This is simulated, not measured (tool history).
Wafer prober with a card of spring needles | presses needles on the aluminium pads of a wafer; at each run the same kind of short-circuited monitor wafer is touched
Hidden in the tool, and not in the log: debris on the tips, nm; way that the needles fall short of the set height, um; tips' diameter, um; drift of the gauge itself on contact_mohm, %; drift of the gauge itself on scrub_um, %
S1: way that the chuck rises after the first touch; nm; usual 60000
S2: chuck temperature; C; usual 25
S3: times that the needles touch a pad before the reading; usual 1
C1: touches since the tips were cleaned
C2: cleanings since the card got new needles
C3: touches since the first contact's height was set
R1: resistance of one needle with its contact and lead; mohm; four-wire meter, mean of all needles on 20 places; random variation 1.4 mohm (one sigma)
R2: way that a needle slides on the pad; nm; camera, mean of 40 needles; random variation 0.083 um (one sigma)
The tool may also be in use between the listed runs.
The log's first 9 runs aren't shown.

run,hour,S1,S2,S3,C1,C2,C3,R1,R2
# hour 90.2: tips cleaned on abrasive film
10,93.3,40000,25,3,1005,96,199398,215,3700
# hour 96.4: tips cleaned on abrasive film
11,101.8,60000,25,3,1737,97,202104,208,6050
# hour 102.6: tips cleaned on abrasive film
# hour 108.5: tips cleaned on abrasive film
# hour 114.6: tips cleaned on abrasive film
12,115.6,60000,25,3,351,100,206494,203,5910
# hour 121: tips cleaned on abrasive film
# hour 127.8: tips cleaned on abrasive film
13,128.3,60000,25,3,147,102,210516,201,6050
# hour 134.2: tips cleaned on abrasive film
# hour 140.1: tips cleaned on abrasive film
14,140.4,60000,25,3,124,104,214385,202,5880
# hour 146.9: tips cleaned on abrasive film
15,148.2,60000,25,1,409,105,216853,205,6120
# hour 153.8: tips cleaned on abrasive film
16,159,60000,25,1,1678,106,220321,216,5920
# hour 160.1: tips cleaned on abrasive film
# hour 166.6: tips cleaned on abrasive film
17,171.5,60000,44,1,1587,108,224305,221,6010
# hour 172.4: tips cleaned on abrasive film
18,177.4,60000,83,1,1599,109,226172,231,6020
# hour 178.7: tips cleaned on abrasive film
# hour 185.2: tips cleaned on abrasive film
# hour 191.7: tips cleaned on abrasive film
19,191.7,73000,29,1,0,112,230699,203,7520
# hour 196.6: height of the first contact set anew
# hour 198.6: tips cleaned on abrasive film
20,203.9,76000,29,1,1708,113,2310,207,9340
# hour 204.8: tips cleaned on abrasive film
# hour 211.2: tips cleaned on abrasive film
21,216,59000,28,1,1526,115,6154,212,7120
# hour 217.1: tips cleaned on abrasive film
# hour 223.5: tips cleaned on abrasive film
# hour 230: tips cleaned on abrasive film
22,230,48000,99,1,0,118,10599,218,5810
# hour 236.2: tips cleaned on abrasive film
23,236.2,60000,25,2,0,119,12580,202,7270
# hour 242.6: tips cleaned on abrasive film
24,246.4,70000,26,1,1226,120,15846,206,8490
# hour 248.6: tips cleaned on abrasive film
# hour 255.3: tips cleaned on abrasive film
25,255.7,60000,59,2,127,122,18785,211,7230
# hour 261.2: tips cleaned on abrasive film
26,262.7,48000,73,2,483,123,21020,215,5840
# hour 267.1: tips cleaned on abrasive film
# hour 273.3: tips cleaned on abrasive film
27,274.9,72000,68,2,509,125,24896,210,8780
# hour 279.8: tips cleaned on abrasive film
# hour 286.2: tips cleaned on abrasive film
28,287.9,72000,68,2,549,127,29043,210,8630
# hour 292.6: tips cleaned on abrasive film
# hour 298.4: tips cleaned on abrasive film
29,299.1,60000,59,2,211,129,32600,211,7180
# hour 305.1: tips cleaned on abrasive film
# hour 311.3: tips cleaned on abrasive film
30,311.4,60000,59,2,38,131,36538,210,7200

4 ways to go on from here, each from the tool as it stands after run 30. What would each give?
# hour 317.2: tips cleaned on abrasive film
A,319.5,45000,59,2,741,132,39113,?,?
# hour 317.2: tips cleaned on abrasive film
B,319.5,68000,25,1,741,132,39113,?,?
# hour 317.2: tips cleaned on abrasive film
C,319.5,60000,29,2,741,132,39113,?,?
# hour 317.2: tips cleaned on abrasive film
D,319.5,61000,25,2,741,132,39113,?,?

run,R1,R2
A,218,5250
B,206,8070
C,204,7130
D,201,7420
Without the tool's hidden state the same runs would have given:
run,R1,R2
A,209,5500
B,200,8320
C,198,7380
D,195,7680

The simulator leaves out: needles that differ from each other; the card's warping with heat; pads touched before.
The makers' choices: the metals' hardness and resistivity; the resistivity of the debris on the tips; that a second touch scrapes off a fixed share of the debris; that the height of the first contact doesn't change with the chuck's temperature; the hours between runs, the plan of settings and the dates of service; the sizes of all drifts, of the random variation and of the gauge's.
